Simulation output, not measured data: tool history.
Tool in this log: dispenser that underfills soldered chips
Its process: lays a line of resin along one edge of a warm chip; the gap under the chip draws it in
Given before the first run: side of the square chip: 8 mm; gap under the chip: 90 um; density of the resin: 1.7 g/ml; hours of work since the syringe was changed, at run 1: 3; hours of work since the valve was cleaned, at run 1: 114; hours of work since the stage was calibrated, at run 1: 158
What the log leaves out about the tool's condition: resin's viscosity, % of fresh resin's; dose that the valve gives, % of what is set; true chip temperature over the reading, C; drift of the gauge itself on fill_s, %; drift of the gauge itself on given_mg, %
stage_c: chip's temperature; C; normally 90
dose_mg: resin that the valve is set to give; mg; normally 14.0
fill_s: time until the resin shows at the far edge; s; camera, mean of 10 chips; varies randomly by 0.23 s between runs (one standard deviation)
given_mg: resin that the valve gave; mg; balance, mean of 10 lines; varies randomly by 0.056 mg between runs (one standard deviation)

run	day	stage_c	dose_mg	hours of work since the syringe was changed	hours of work since the valve was cleaned	hours of work since the stage was calibrated	fill_s	given_mg
1	0.000	90	14.0	3	114	158	9.6	12.67
# day 0.150: dispensing valve cleaned and set on the balance
2	0.196	90	14.0	5	1	161	11.9	14.00
# day 0.217: new syringe of resin
3	0.308	90	14.0	2	3	163	9.2	14.05
4	0.471	90	14.0	5	6	166	11.5	13.99
# day 0.542: new syringe of resin
5	0.604	90	14.0	1	8	168	8.4	14.02
6	0.779	90	14.0	4	11	171	11.0	13.96
# day 0.871: new syringe of resin
7	0.933	105	14.0	1	14	174	5.2	13.76
8	1.096	86	14.0	4	17	177	13.0	13.86
# day 1.192: new syringe of resin
9	1.333	86	14.0	3	21	181	11.3	13.87
# day 1.508: new syringe of resin
10	1.567	86	14.0	1	25	185	10.1	13.75
11	1.767	90	14.0	5	29	188	11.7	13.73
# day 1.829: new syringe of resin
12	1.988	90	15.9	3	33	192	9.6	15.51
# day 2.150: new syringe of resin
13	2.229	90	15.9	1	37	197	8.4	15.39
14	2.350	90	15.9	4	39	199	9.8	15.43
# day 2.471: new syringe of resin
15	2.542	90	15.9	1	42	202	8.4	15.42
16	2.667	90	15.9	4	45	204	10.5	15.31
# day 2.800: new syringe of resin
17	2.850	90	16.7	1	48	208	7.5	16.08
18	3.092	85	16.9	5	52	212	13.7	16.32
# day 3.117: new syringe of resin
19	3.333	89	16.7	4	56	216	10.5	15.94
# day 3.442: new syringe of resin
20	3.554	89	16.7	2	60	220	9.5	15.91
# day 3.758: new syringe of resin
21	3.758	98	12.7	0	64	224	5.5	12.13
22	3.992	86	13.1	4	68	228	13.2	12.40
# day 4.075: new syringe of resin
23	4.204	86	13.1	2	72	232	11.2	12.34
24	4.338	81	14.0	5	74	234	17.1	13.14
# day 4.396: new syringe of resin
25	4.525	85	13.3	2	78	237	11.7	12.56
# day 4.717: new syringe of resin
26	4.779	85	13.3	1	82	242	10.6	12.58
27	4.992	88	15.1	5	86	246	12.6	14.02
# day 5.050: new syringe of resin
28	5.192	98	14.0	3	89	249	6.8	12.95
29	5.317	88	14.4	5	92	251	12.7	13.31
# day 5.362: new syringe of resin
30	5.554	84	14.0	4	96	256	13.3	12.91
# day 5.679: new syringe of resin
31	5.679	80	14.5	0	98	258	11.6	13.41
32	5.796	101	17.8	2	100	260	5.6	16.41
# day 6.000: new syringe of resin
33	6.004	101	17.8	0	104	263	4.6	16.35
34	6.229	81	15.4	4	108	268	16.0	14.07

What if the next run were any one of these 4? Each begins from the tool's condition after run 34:
# day 6.317: new syringe of resin
A	6.358	81	12.3	1	110	270	?	?
# day 6.317: new syringe of resin
B	6.358	76	12.8	1	110	270	?	?
# day 6.317: new syringe of resin
C	6.358	79	17.4	1	110	270	?	?
# day 6.317: new syringe of resin
D	6.358	82	18.0	1	110	270	?	?

run	fill_s	given_mg
A	12.7	11.30
B	15.3	11.61
C	12.8	15.91
D	11.1	16.36
Without the tool's hidden state the same runs would have given:
run	fill_s	given_mg
A	12.2	12.36
B	14.8	12.71
C	12.7	17.42
D	11.0	17.90

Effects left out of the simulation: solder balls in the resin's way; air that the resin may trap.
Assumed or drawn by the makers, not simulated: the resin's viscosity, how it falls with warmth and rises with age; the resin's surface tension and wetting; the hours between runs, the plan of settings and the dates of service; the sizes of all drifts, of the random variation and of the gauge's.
